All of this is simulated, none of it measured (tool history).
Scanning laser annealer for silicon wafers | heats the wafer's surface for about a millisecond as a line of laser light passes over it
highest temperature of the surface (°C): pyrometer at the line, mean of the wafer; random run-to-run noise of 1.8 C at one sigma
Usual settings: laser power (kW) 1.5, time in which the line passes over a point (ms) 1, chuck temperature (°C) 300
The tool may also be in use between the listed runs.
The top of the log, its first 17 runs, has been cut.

run     day  laser power (kW)  time in which the line passes over a point (ms)  chuck temperature (°C)  highest temperature of the surface (°C)
 18  12.279               1.5                                                1                     300                                      967
 19  12.992               1.5                                                1                     300                                      965
 20  13.729             1.291                                             1.03                     300                                      870
 21  14.658             1.291                                             1.03                     300                                      868
     14.808  -- window over the wafer cleaned
 22  15.183             1.556                                             0.99                     300                                      961
 23  16.054             1.556                                             0.99                     300                                      959
 24  16.617             1.484                                             0.99                     300                                      927
 25  17.575             1.525                                             1.02                     311                                      964
 26  18.325             1.399                                             0.76                     302                                      820
     18.642  -- window over the wafer cleaned, once more
 27  18.967             1.399                                             0.76                     302                                      874
 28  19.496             1.399                                             0.76                     268                                      839
 29  20.258             1.492                                             0.76                     265                                      876
 30  20.971             1.492                                             0.76                     265                                      878
 31  21.917             1.641                                              1.2                     266                                     1103
 32   22.65             1.648                                             1.06                     300                                     1091
 33    23.1             1.648                                             0.93                     333                                     1079
 34  23.988             1.553                                             0.78                     335                                      978
 35  24.954             1.603                                             0.91                     300                                     1015

Consider 3 possible next runs. They are alternatives, not a sequence: every one starts from the tool as it was left by run 35. What does each give?
  A  25.612             1.599                                             0.74                     313                                        ?
  B  25.612               1.5                                             0.72                     300                                        ?
  C  25.612             1.585                                             0.91                     300                                        ?

run  highest temperature of the surface (°C)
  A                                      961
  B                                      894
  C                                     1005
With no hidden state in the tool, these same runs would have given:
run  highest temperature of the surface (°C)
  A                                      984
  B                                      916
  C                                     1030
